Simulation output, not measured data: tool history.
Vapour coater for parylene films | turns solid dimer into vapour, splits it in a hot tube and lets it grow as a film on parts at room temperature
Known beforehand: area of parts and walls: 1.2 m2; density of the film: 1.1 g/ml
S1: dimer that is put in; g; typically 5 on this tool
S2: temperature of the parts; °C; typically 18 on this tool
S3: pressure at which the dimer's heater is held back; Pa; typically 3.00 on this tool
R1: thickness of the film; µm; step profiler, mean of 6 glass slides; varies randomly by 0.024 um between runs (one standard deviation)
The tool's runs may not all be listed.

run 1 hour=0.0 | S1=5 S2=18 S3=3.00 | R1=2.27
run 2 hour=25.9 | S1=5 S2=18 S3=3.00 | R1=2.32
run 3 hour=52.0 | S1=5 S2=18 S3=3.00 | R1=2.27
run 4 hour=80.9 | S1=5 S2=18 S3=3.00 | R1=2.25
run 5 hour=102.3 | S1=5 S2=18 S3=3.00 | R1=2.28
run 6 hour=115.7 | S1=5 S2=18 S3=3.00 | R1=2.25
-- hour=119.2 table's thermometer calibrated
run 7 hour=147.6 | S1=5 S2=18 S3=3.00 | R1=2.25
run 8 hour=170.7 | S1=5 S2=18 S3=3.00 | R1=2.25
run 9 hour=186.7 | S1=5 S2=14 S3=2.68 | R1=2.56
run 10 hour=206.1 | S1=6 S2=25 S3=3.00 | R1=2.25
run 11 hour=230.9 | S1=6 S2=21 S3=4.68 | R1=2.25
run 12 hour=248.2 | S1=5 S2=18 S3=2.51 | R1=2.33

What does the tool deliver on the next run?
run 13 hour=262.7 | S1=4 S2=28 S3=2.07 | R1=?

R1: 1.49 µm
On a tool with no hidden condition, and with the same random variation, this run would have come out at R1 1.55 µm.
